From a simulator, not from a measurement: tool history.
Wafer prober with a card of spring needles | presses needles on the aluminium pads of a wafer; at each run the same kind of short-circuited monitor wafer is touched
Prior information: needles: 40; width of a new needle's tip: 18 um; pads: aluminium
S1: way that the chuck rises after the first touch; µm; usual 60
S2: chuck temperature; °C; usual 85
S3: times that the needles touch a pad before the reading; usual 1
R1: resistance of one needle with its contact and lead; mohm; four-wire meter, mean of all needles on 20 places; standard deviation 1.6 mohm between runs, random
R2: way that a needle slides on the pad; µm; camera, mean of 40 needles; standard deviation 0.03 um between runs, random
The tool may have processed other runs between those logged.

| run | day | S1 | S2 | S3 | R1 | R2 |
|---|---|---|---|---|---|---|
| 1 | 0 | 60 | 85 | 1 | 215 | 8.45 |
|  | 0.021 | tips cleaned on abrasive film |
| 2 | 0.158 | 60 | 85 | 1 | 200 | 8.44 |
|  | 0.242 | tips cleaned on abrasive film |
|  | 0.467 | tips cleaned on abrasive film |
| 3 | 0.483 | 60 | 85 | 1 | 164 | 8.36 |
|  | 0.679 | tips cleaned on abrasive film |
| 4 | 0.725 | 60 | 85 | 1 | 179 | 8.4 |
|  | 0.921 | tips cleaned on abrasive film |
| 5 | 1.079 | 60 | 85 | 1 | 209 | 8.42 |
|  | 1.158 | tips cleaned on abrasive film |
| 6 | 1.275 | 63 | 85 | 1 | 191 | 8.85 |
|  | 1.392 | tips cleaned on abrasive film |
| 7 | 1.471 | 60 | 85 | 1 | 188 | 8.46 |
|  | 1.612 | tips cleaned on abrasive film |
|  | 1.846 | tips cleaned on abrasive film |
| 8 | 1.858 | 60 | 85 | 1 | 161 | 8.37 |
|  | 2.079 | tips cleaned on abrasive film |
| 9 | 2.083 | 72 | 85 | 2 | 149 | 10.09 |
|  | 2.304 | tips cleaned on abrasive film |
| 10 | 2.346 | 48 | 91 | 3 | 169 | 6.67 |
|  | 2.517 | tips cleaned on abrasive film |
| 11 | 2.571 | 51 | 91 | 2 | 179 | 7.07 |
|  | 2.746 | tips cleaned on abrasive film |
| 12 | 2.754 | 51 | 91 | 2 | 162 | 7.06 |
|  | 2.971 | tips cleaned on abrasive film |
| 13 | 3.112 | 51 | 91 | 2 | 204 | 7.05 |

What if the next run were any one of these 5? Each begins from the tool's condition after run 13:
|  | 3.2 | tips cleaned on abrasive film |
| A | 3.362 | 60 | 85 | 2 | ? | ? |
|  | 3.2 | tips cleaned on abrasive film |
| B | 3.362 | 41 | 54 | 1 | ? | ? |
|  | 3.2 | tips cleaned on abrasive film |
| C | 3.362 | 51 | 91 | 3 | ? | ? |
|  | 3.2 | tips cleaned on abrasive film |
| D | 3.362 | 51 | 65 | 2 | ? | ? |
|  | 3.2 | tips cleaned on abrasive film |
| E | 3.362 | 60 | 42 | 2 | ? | ? |

| run | R1 | R2 |
|---|---|---|
| A | 189 | 8.34 |
| B | 289 | 5.6 |
| C | 188 | 7.04 |
| D | 207 | 7.14 |
| E | 185 | 8.37 |
Without the tool's unlogged condition, the same runs would have read:
| run | R1 | R2 |
|---|---|---|
| A | 151 | 8.57 |
| B | 155 | 5.83 |
| C | 157 | 7.27 |
| D | 154 | 7.36 |
| E | 144 | 8.59 |
